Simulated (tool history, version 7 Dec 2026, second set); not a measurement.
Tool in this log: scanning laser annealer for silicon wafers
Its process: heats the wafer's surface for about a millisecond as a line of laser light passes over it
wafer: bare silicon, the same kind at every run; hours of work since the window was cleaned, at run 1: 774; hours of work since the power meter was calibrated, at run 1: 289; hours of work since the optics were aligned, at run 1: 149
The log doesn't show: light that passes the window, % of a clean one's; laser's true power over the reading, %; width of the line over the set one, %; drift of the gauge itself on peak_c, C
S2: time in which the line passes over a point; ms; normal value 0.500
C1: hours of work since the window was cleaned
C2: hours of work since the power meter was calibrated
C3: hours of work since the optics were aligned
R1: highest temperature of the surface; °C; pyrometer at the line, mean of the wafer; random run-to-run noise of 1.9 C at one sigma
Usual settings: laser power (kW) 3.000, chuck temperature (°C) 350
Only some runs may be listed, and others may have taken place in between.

run 1 hour=0.0 | laser_power_(kW)=3.000 S2=0.500 chuck_temperature_(°C)=350 | C1=774 C2=289 C3=149 | R1=1117
run 2 hour=6.3 | laser_power_(kW)=3.000 S2=0.612 chuck_temperature_(°C)=350 | C1=778 C2=292 C3=153 | R1=1200
run 3 hour=14.8 | laser_power_(kW)=3.000 S2=0.612 chuck_temperature_(°C)=350 | C1=783 C2=297 C3=158 | R1=1201
run 4 hour=22.8 | laser_power_(kW)=3.000 S2=0.612 chuck_temperature_(°C)=374 | C1=787 C2=302 C3=163 | R1=1225
run 5 hour=34.7 | laser_power_(kW)=3.000 S2=0.612 chuck_temperature_(°C)=374 | C1=794 C2=309 C3=170 | R1=1230
run 6 hour=49.2 | laser_power_(kW)=3.000 S2=0.612 chuck_temperature_(°C)=374 | C1=803 C2=318 C3=178 | R1=1225
run 7 hour=62.3 | laser_power_(kW)=3.000 S2=0.567 chuck_temperature_(°C)=374 | C1=811 C2=326 C3=186 | R1=1196
run 8 hour=74.6 | laser_power_(kW)=3.000 S2=0.567 chuck_temperature_(°C)=374 | C1=818 C2=333 C3=194 | R1=1194
run 9 hour=85.9 | laser_power_(kW)=3.000 S2=0.536 chuck_temperature_(°C)=350 | C1=825 C2=340 C3=200 | R1=1150
run 10 hour=97.6 | laser_power_(kW)=3.000 S2=0.536 chuck_temperature_(°C)=350 | C1=832 C2=347 C3=207 | R1=1146
run 11 hour=108.2 | laser_power_(kW)=3.000 S2=0.500 chuck_temperature_(°C)=380 | C1=838 C2=353 C3=214 | R1=1146
run 12 hour=121.9 | laser_power_(kW)=3.000 S2=0.500 chuck_temperature_(°C)=380 | C1=846 C2=361 C3=222 | R1=1147
run 13 hour=135.8 | laser_power_(kW)=3.000 S2=0.500 chuck_temperature_(°C)=350 | C1=854 C2=369 C3=230 | R1=1121
run 14 hour=144.0 | laser_power_(kW)=3.000 S2=0.432 chuck_temperature_(°C)=350 | C1=859 C2=374 C3=235 | R1=1060
run 15 hour=154.4 | laser_power_(kW)=3.000 S2=0.432 chuck_temperature_(°C)=350 | C1=865 C2=380 C3=241 | R1=1059
run 16 hour=163.0 | laser_power_(kW)=3.000 S2=0.432 chuck_temperature_(°C)=350 | C1=871 C2=385 C3=246 | R1=1064
run 17 hour=171.8 | laser_power_(kW)=3.000 S2=0.432 chuck_temperature_(°C)=350 | C1=876 C2=391 C3=251 | R1=1064
-- hour=181.0 window over the wafer cleaned
run 18 hour=183.8 | laser_power_(kW)=3.000 S2=0.432 chuck_temperature_(°C)=350 | C1=2 C2=396 C3=257 | R1=1061
run 19 hour=193.1 | laser_power_(kW)=3.000 S2=0.500 chuck_temperature_(°C)=350 | C1=7 C2=402 C3=263 | R1=1116
run 20 hour=198.9 | laser_power_(kW)=3.227 S2=0.617 chuck_temperature_(°C)=350 | C1=11 C2=405 C3=266 | R1=1295
run 21 hour=208.0 | laser_power_(kW)=3.227 S2=0.397 chuck_temperature_(°C)=335 | C1=16 C2=411 C3=272 | R1=1088
run 22 hour=216.6 | laser_power_(kW)=2.961 S2=0.556 chuck_temperature_(°C)=335 | C1=21 C2=416 C3=277 | R1=1134
run 23 hour=222.5 | laser_power_(kW)=2.669 S2=0.556 chuck_temperature_(°C)=382 | C1=25 C2=419 C3=280 | R1=1080
run 24 hour=235.5 | laser_power_(kW)=3.000 S2=0.487 chuck_temperature_(°C)=350 | C1=32 C2=427 C3=288 | R1=1108
run 25 hour=243.7 | laser_power_(kW)=3.000 S2=0.414 chuck_temperature_(°C)=352 | C1=37 C2=432 C3=293 | R1=1048
run 26 hour=254.0 | laser_power_(kW)=2.691 S2=0.462 chuck_temperature_(°C)=357 | C1=43 C2=438 C3=299 | R1=997
run 27 hour=263.9 | laser_power_(kW)=2.691 S2=0.462 chuck_temperature_(°C)=357 | C1=49 C2=444 C3=305 | R1=995
run 28 hour=275.6 | laser_power_(kW)=2.691 S2=0.462 chuck_temperature_(°C)=357 | C1=56 C2=451 C3=312 | R1=998
run 29 hour=282.0 | laser_power_(kW)=2.691 S2=0.462 chuck_temperature_(°C)=349 | C1=60 C2=455 C3=316 | R1=989
run 30 hour=288.1 | laser_power_(kW)=2.823 S2=0.546 chuck_temperature_(°C)=350 | C1=64 C2=458 C3=319 | R1=1094
run 31 hour=298.1 | laser_power_(kW)=2.799 S2=0.477 chuck_temperature_(°C)=337 | C1=70 C2=464 C3=325 | R1=1021
run 32 hour=304.4 | laser_power_(kW)=2.799 S2=0.477 chuck_temperature_(°C)=337 | C1=73 C2=468 C3=329 | R1=1024
run 33 hour=311.5 | laser_power_(kW)=2.742 S2=0.354 chuck_temperature_(°C)=363 | C1=77 C2=472 C3=333 | R1=935
run 34 hour=321.8 | laser_power_(kW)=2.742 S2=0.354 chuck_temperature_(°C)=363 | C1=84 C2=478 C3=339 | R1=933
run 35 hour=332.8 | laser_power_(kW)=2.742 S2=0.354 chuck_temperature_(°C)=363 | C1=90 C2=485 C3=346 | R1=933
run 36 hour=341.9 | laser_power_(kW)=2.742 S2=0.354 chuck_temperature_(°C)=363 | C1=96 C2=490 C3=351 | R1=933
run 37 hour=355.3 | laser_power_(kW)=2.865 S2=0.607 chuck_temperature_(°C)=378 | C1=104 C2=498 C3=359 | R1=1177
run 38 hour=364.7 | laser_power_(kW)=2.865 S2=0.499 chuck_temperature_(°C)=321 | C1=109 C2=504 C3=365 | R1=1044

Branching from run 38: 3 alternative next runs. What would each branch give?
run A hour=372.9 | laser_power_(kW)=2.669 S2=0.572 chuck_temperature_(°C)=368 | C1=114 C2=509 C3=370 | R1=?
run B hour=372.9 | laser_power_(kW)=3.000 S2=0.493 chuck_temperature_(°C)=350 | C1=114 C2=509 C3=370 | R1=?
run C hour=372.9 | laser_power_(kW)=2.626 S2=0.435 chuck_temperature_(°C)=381 | C1=114 C2=509 C3=370 | R1=?

run=A R1=1077
run=B R1=1109
run=C R1=982
Had the tool no hidden state, the same runs would have come out as:
run=A R1=1077
run=B R1=1110
run=C R1=983
